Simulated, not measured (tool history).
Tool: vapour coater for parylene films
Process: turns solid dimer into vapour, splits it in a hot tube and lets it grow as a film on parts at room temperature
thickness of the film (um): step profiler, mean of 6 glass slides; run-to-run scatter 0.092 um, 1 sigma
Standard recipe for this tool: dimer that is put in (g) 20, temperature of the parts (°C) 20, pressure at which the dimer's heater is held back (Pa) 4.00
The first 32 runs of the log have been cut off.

run,hour,dimer that is put in (g),temperature of the parts (°C),pressure at which the dimer's heater is held back (Pa),thickness of the film (um)
33,441.0,20,20,11.10,10.14
34,456.9,25,24,2.72,12.23
35,469.7,25,24,2.72,12.15
36,488.3,25,24,2.72,12.17
37,498.9,9,20,11.00,4.45
38,517.4,20,20,2.74,11.51
39,532.6,31,20,2.74,17.77
40,543.8,16,27,4.76,6.41
41,552.1,16,25,2.67,7.37
42,569.3,24,26,11.00,9.16
43,586.2,14,20,3.82,7.71
44,604.0,16,26,7.27,6.35
45,619.7,16,26,2.02,7.21
46,635.3,30,20,2.02,17.50
47,643.1,30,20,2.02,17.85

Here are 3 independent what-if runs from the current tool condition. What would each one return?
A,656.0,30,13,6.59,?
B,656.0,15,24,2.02,?
C,656.0,32,21,5.71,?

run,thickness of the film (um)
A,20.58
B,7.29
C,15.90
The same runs, with their run-to-run variation unchanged, on a tool lacking any hidden condition would have given:
run,thickness of the film (um)
A,21.41
B,7.58
C,16.54
